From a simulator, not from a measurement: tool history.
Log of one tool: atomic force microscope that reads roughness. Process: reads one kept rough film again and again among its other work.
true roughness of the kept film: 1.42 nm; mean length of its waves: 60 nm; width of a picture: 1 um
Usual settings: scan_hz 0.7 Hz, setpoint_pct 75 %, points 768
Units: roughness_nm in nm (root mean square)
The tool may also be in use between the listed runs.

run   hour  scan_hz  setpoint_pct  points  roughness_nm
  1      0      0.7            75     768         1.351
  2   14.2      0.7            75     652          1.34
  3   38.2      0.7            75     768         1.331
      53.2  -- new tip fitted
  4   68.7      0.7            75     768         1.352
  5   89.6      0.7            75     768         1.345
  6    106      0.7            75     768         1.339
  7  128.4      0.7            75     768         1.327
     142.6  -- new tip fitted
  8  142.6      0.7            75     768         1.362
  9  165.1      0.7            75     768         1.348
 10  184.7      0.7            75     768         1.341
 11  202.3      0.7            75     768         1.339
     233.2  -- new tip fitted
 12  233.7      0.7            77     616         1.358
 13    255    1.943            89     343         1.241
 14  273.7    0.869            75     261         1.332
 15  302.5    1.426            78     768         1.294
     324.1  -- new tip fitted
 16  330.8    1.426            78     977         1.323
 17  357.1    1.852            59     473         1.347
 18  381.8    1.852            59     473         1.339
 19  407.9    1.852            59     473         1.325
     414.7  -- new tip fitted
 20  426.5    1.852            87     407         1.259
 21  441.9    1.852            87     407         1.252

3 ways to go on from here, each from the tool as it stands after run 21. What would each give?
  A  462.4    0.846            75     516             ?
  B  462.4    1.911            56     464             ?
  C  462.4     1.22            87     407             ?

run  roughness_nm
  A         1.329
  B         1.339
  C         1.283
Without the tool's hidden state the same runs would have given:
run  roughness_nm
  A         1.369
  B         1.378
  C         1.321

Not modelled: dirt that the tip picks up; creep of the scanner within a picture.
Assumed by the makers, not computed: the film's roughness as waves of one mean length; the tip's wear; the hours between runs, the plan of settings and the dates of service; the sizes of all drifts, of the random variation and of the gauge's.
